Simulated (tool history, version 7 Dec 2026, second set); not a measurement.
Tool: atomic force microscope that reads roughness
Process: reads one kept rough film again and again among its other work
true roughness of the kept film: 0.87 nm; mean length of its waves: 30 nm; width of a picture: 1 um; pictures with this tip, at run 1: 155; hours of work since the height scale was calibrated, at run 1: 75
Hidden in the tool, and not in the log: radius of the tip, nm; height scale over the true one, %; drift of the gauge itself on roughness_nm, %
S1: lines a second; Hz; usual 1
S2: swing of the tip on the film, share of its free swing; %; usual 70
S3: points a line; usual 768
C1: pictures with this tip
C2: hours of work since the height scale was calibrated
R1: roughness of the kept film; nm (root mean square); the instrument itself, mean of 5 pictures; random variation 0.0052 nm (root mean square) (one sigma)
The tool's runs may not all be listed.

{"run": 1, "hour": 0.0, "S1": 1, "S2": 70, "S3": 768, "C1": 155, "C2": 75, "R1": 0.78}
{"run": 2, "hour": 11.4, "S1": 1, "S2": 70, "S3": 768, "C1": 166, "C2": 82, "R1": 0.77}
{"run": 3, "hour": 22.1, "S1": 1, "S2": 70, "S3": 768, "C1": 177, "C2": 89, "R1": 0.77}
{"run": 4, "hour": 32.8, "S1": 1, "S2": 70, "S3": 768, "C1": 188, "C2": 96, "R1": 0.777}
{"run": 5, "hour": 43.7, "S1": 1, "S2": 64, "S3": 768, "C1": 200, "C2": 103, "R1": 0.773}
{"run": 6, "hour": 54.8, "S1": 1, "S2": 64, "S3": 768, "C1": 211, "C2": 110, "R1": 0.773}
{"run": 7, "hour": 62.2, "S1": 1, "S2": 57, "S3": 768, "C1": 219, "C2": 115, "R1": 0.786}
{"run": 8, "hour": 68.5, "S1": 1.73, "S2": 70, "S3": 719, "C1": 225, "C2": 119, "R1": 0.759}

Run 9 comes next. What will it give?
{"run": 9, "hour": 77.1, "S1": 1.73, "S2": 70, "S3": 719, "C1": 234, "C2": 124, "R1": "?"}

{"run 9": {"R1": 0.745}}
Without the tool's hidden state the same run would have given R1 0.801 nm (root mean square).
